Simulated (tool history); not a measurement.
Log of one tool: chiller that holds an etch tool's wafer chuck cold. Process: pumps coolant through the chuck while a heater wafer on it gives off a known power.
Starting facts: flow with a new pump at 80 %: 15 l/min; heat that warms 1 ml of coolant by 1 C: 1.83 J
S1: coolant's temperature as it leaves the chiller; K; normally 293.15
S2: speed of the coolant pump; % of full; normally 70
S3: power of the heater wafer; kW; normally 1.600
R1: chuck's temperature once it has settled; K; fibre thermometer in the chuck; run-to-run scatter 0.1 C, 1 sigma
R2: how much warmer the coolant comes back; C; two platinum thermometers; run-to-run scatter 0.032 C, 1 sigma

| run | day | S1 | S2 | S3 | R1 | R2 |
|---|---|---|---|---|---|---|
| 1 | 0.000 | 293.15 | 70 | 1.600 | 303.65 | 4.06 |
| 2 | 4.021 | 289.15 | 70 | 1.600 | 299.75 | 4.14 |
| 3 | 7.021 | 289.15 | 70 | 1.600 | 299.75 | 4.12 |
| 4 | 11.708 | 289.15 | 70 | 1.600 | 299.65 | 4.15 |
| 5 | 14.679 | 293.15 | 91 | 1.600 | 302.55 | 3.21 |
| 6 | 19.612 | 293.15 | 91 | 1.600 | 302.55 | 3.21 |
| 7 | 23.454 | 293.15 | 91 | 1.600 | 302.35 | 3.22 |
| 8 | 28.004 | 293.15 | 99 | 1.761 | 302.65 | 3.25 |
| 9 | 30.929 | 293.15 | 99 | 1.761 | 302.85 | 3.30 |
|  | 33.858 | chiller's thermometer calibrated |
| 10 | 35.821 | 294.15 | 93 | 2.306 | 308.45 | 4.55 |
| 11 | 40.158 | 289.15 | 70 | 0.883 | 295.55 | 2.26 |
| 12 | 43.750 | 299.15 | 70 | 0.980 | 306.35 | 2.48 |
| 13 | 48.058 | 289.15 | 70 | 0.980 | 296.25 | 2.54 |

Measured less the same run without the tool's hidden state. The same run-to-run variation is in both; the gauge's scatter may not be:
The tool's hidden condition here consists of: heat passed by the chuck's channels, % of clean ones'; flow at a given pump speed, % of a new pump's; coolant's true temperature over the reading, C; drift of the gauge itself on chuck_c, C; drift of the gauge itself on warmer_back_c, C.
| run | R1 | R2 |
|---|---|---|
| 1 | +0.10 | +0.12 |
| 2 | +0.10 | +0.12 |
| 3 | +0.10 | +0.13 |
| 4 | +0.10 | +0.14 |
| 5 | +0.00 | +0.11 |
| 6 | +0.00 | +0.11 |
| 7 | +0.00 | +0.12 |
| 8 | +0.10 | +0.12 |
| 9 | +0.10 | +0.13 |
| 10 | +1.30 | +0.19 |
| 11 | +0.60 | +0.10 |
| 12 | +0.70 | +0.11 |
| 13 | +0.60 | +0.12 |
